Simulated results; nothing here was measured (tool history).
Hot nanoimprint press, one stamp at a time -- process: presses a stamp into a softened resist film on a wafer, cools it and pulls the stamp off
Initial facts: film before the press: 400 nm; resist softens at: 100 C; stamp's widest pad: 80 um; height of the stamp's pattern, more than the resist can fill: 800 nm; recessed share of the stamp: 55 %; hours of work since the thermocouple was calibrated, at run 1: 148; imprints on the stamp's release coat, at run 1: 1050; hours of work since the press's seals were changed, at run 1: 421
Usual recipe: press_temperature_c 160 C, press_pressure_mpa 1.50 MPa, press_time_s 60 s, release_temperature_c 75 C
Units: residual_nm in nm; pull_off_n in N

| run | day | press_temperature_c | press_pressure_mpa | press_time_s | release_temperature_c | hours of work since the thermocouple was calibrated | imprints on the stamp's release coat | hours of work since the press's seals were changed | residual_nm | pull_off_n |
|---|---|---|---|---|---|---|---|---|---|---|
| 1 | 0.000 | 160 | 1.50 | 60 | 75 | 148 | 1050 | 421 | 149.3 | 217 |
| 2 | 3.188 | 160 | 1.50 | 60 | 75 | 195 | 1217 | 468 | 149.0 | 219 |
| 3 | 5.442 | 160 | 1.50 | 60 | 75 | 228 | 1335 | 501 | 148.1 | 213 |
| 4 | 8.300 | 160 | 1.50 | 60 | 82 | 269 | 1484 | 542 | 147.7 | 192 |
| 5 | 9.892 | 160 | 1.63 | 60 | 82 | 293 | 1567 | 566 | 142.3 | 192 |
| 6 | 12.925 | 160 | 1.50 | 60 | 75 | 337 | 1726 | 610 | 148.3 | 215 |
| 7 | 14.992 | 160 | 1.50 | 60 | 75 | 367 | 1834 | 640 | 148.1 | 217 |
| 8 | 17.883 | 160 | 1.50 | 60 | 74 | 409 | 1985 | 682 | 149.2 | 226 |
|  | 18.725 | stamp cleaned and given a new release coat |
|  | 19.354 | plate thermocouple calibrated |
| 9 | 21.538 | 160 | 1.50 | 60 | 74 | 32 | 140 | 730 | 148.3 | 224 |
| 10 | 23.621 | 160 | 1.50 | 60 | 61 | 62 | 249 | 761 | 147.8 | 259 |
| 11 | 25.446 | 172 | 1.59 | 57 | 78 | 89 | 344 | 787 | 92.2 | 210 |
| 12 | 28.862 | 172 | 1.59 | 57 | 83 | 139 | 523 | 837 | 91.7 | 194 |
| 13 | 31.692 | 154 | 1.50 | 48 | 71 | 180 | 670 | 879 | 203.0 | 235 |

5 options for the next run, each taken on its own from the tool as it stands now. Forecast them:
| A | 34.588 | 154 | 1.14 | 48 | 66 | 222 | 822 | 921 | ? | ? |
| B | 34.588 | 160 | 1.50 | 33 | 75 | 222 | 822 | 921 | ? | ? |
| C | 34.588 | 154 | 1.51 | 42 | 81 | 222 | 822 | 921 | ? | ? |
| D | 34.588 | 154 | 0.94 | 48 | 66 | 222 | 822 | 921 | ? | ? |
| E | 34.588 | 149 | 1.50 | 60 | 75 | 222 | 822 | 921 | ? | ? |

| run | residual_nm | pull_off_n |
|---|---|---|
| A | 226.4 | 247 |
| B | 185.6 | 223 |
| C | 211.8 | 192 |
| D | 243.2 | 250 |
| E | 228.3 | 220 |
With no hidden state in the tool, these same runs would have given:
| run | residual_nm | pull_off_n |
|---|---|---|
| A | 228.9 | 246 |
| B | 187.6 | 222 |
| C | 214.1 | 192 |
| D | 245.9 | 249 |
| E | 230.7 | 219 |
